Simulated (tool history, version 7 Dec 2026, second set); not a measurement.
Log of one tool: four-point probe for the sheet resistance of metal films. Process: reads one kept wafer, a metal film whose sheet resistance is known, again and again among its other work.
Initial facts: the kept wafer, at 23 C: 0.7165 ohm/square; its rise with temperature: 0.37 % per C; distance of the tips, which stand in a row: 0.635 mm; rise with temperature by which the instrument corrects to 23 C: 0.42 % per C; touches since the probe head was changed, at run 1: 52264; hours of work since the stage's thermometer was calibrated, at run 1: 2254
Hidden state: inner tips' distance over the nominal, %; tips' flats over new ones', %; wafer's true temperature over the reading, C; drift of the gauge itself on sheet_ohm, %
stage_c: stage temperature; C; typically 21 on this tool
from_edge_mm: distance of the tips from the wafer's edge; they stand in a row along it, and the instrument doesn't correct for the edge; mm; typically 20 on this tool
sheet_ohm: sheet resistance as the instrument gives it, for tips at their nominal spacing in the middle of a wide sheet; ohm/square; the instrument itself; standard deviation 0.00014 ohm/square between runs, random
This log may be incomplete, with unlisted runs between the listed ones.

| run | hour | stage_c | from_edge_mm | touches since the probe head was changed | hours of work since the stage's thermometer was calibrated | sheet_ohm |
|---|---|---|---|---|---|---|
| 1 | 0 | 21 | 20 | 52264 | 2254 | 0.722662 |
| 2 | 26.6 | 21 | 12 | 53346 | 2271 | 0.723123 |
| 3 | 53.7 | 21 | 65 | 54449 | 2289 | 0.722134 |
| 4 | 76.6 | 35 | 20 | 55384 | 2304 | 0.717829 |
| 5 | 97.1 | 20 | 20 | 56219 | 2317 | 0.723054 |
| 6 | 115.7 | 19 | 20 | 56975 | 2329 | 0.723394 |
| 7 | 136 | 21 | 20 | 57803 | 2342 | 0.722771 |
| 8 | 171.1 | 21 | 20 | 59230 | 2365 | 0.72295 |
| 9 | 199.6 | 21 | 20 | 60390 | 2383 | 0.722874 |
| 10 | 217 | 21 | 20 | 61102 | 2394 | 0.722984 |
| 11 | 246.4 | 21 | 20 | 62299 | 2413 | 0.723053 |
| 12 | 266.3 | 22 | 20 | 63109 | 2426 | 0.722455 |
| 13 | 285 | 21 | 20 | 63870 | 2438 | 0.723094 |
|  | 303 | stage's thermometer calibrated |
| 14 | 307.1 | 21 | 20 | 64748 | 3 | 0.721279 |
| 15 | 336.1 | 21 | 20 | 65930 | 21 | 0.721215 |
| 16 | 373.5 | 21 | 20 | 67454 | 46 | 0.721224 |
| 17 | 406.5 | 26 | 20 | 68795 | 67 | 0.719833 |
| 18 | 426.6 | 21 | 3 | 69615 | 80 | 0.738043 |
| 19 | 442.6 | 21 | 27 | 70266 | 90 | 0.721194 |
| 20 | 478 | 21 | 34 | 71710 | 113 | 0.721611 |
| 21 | 507.4 | 21 | 34 | 72908 | 132 | 0.721108 |
| 22 | 528.2 | 21 | 68 | 73752 | 145 | 0.72119 |
| 23 | 554.7 | 35 | 50 | 74832 | 162 | 0.716682 |
| 24 | 582.6 | 24 | 5 | 75969 | 180 | 0.726464 |
| 25 | 618.8 | 24 | 5 | 77442 | 204 | 0.726623 |
| 26 | 641.9 | 25 | 20 | 78382 | 219 | 0.720619 |
| 27 | 658.3 | 31 | 52 | 79051 | 229 | 0.718392 |
| 28 | 677.2 | 28 | 47 | 79820 | 241 | 0.719143 |
| 29 | 708.9 | 28 | 47 | 81113 | 262 | 0.719329 |
| 30 | 746.4 | 22 | 7 | 82638 | 286 | 0.724406 |
| 31 | 762.1 | 22 | 7 | 83279 | 296 | 0.724756 |
| 32 | 782.9 | 20 | 31 | 84127 | 310 | 0.722498 |
| 33 | 803.5 | 20 | 31 | 84965 | 323 | 0.722266 |
| 34 | 825.9 | 20 | 31 | 85877 | 337 | 0.722457 |
| 35 | 860.5 | 24 | 3 | 87284 | 360 | 0.738137 |
| 36 | 898.1 | 26 | 17 | 88818 | 384 | 0.720795 |
| 37 | 916.9 | 28 | 20 | 89581 | 396 | 0.72005 |
| 38 | 947.7 | 19 | 10 | 90835 | 416 | 0.724599 |
| 39 | 979.7 | 26 | 9 | 92139 | 437 | 0.722219 |
| 40 | 996.1 | 22 | 52 | 92808 | 447 | 0.721935 |
| 41 | 1028.2 | 22 | 52 | 94116 | 468 | 0.722013 |
| 42 | 1046.5 | 22 | 8 | 94860 | 480 | 0.724285 |
| 43 | 1077.9 | 22 | 5 | 96139 | 500 | 0.728433 |
| 44 | 1108.5 | 22 | 13 | 97383 | 520 | 0.722973 |

Hidden condition of the tool, last listed run before each entry between runs versus first listed run after:
Run 13 -> run 14: stage's thermometer calibrated (hour 303)
  inner tips' distance over the nominal, %: 0.462 -> 0.465; wafer's true temperature over the reading, C: 0.72 -> 0.02
  what was measured, less what the result would be without the hidden state, sheet_ohm: +0.005522 -> +0.00367 ohm/square
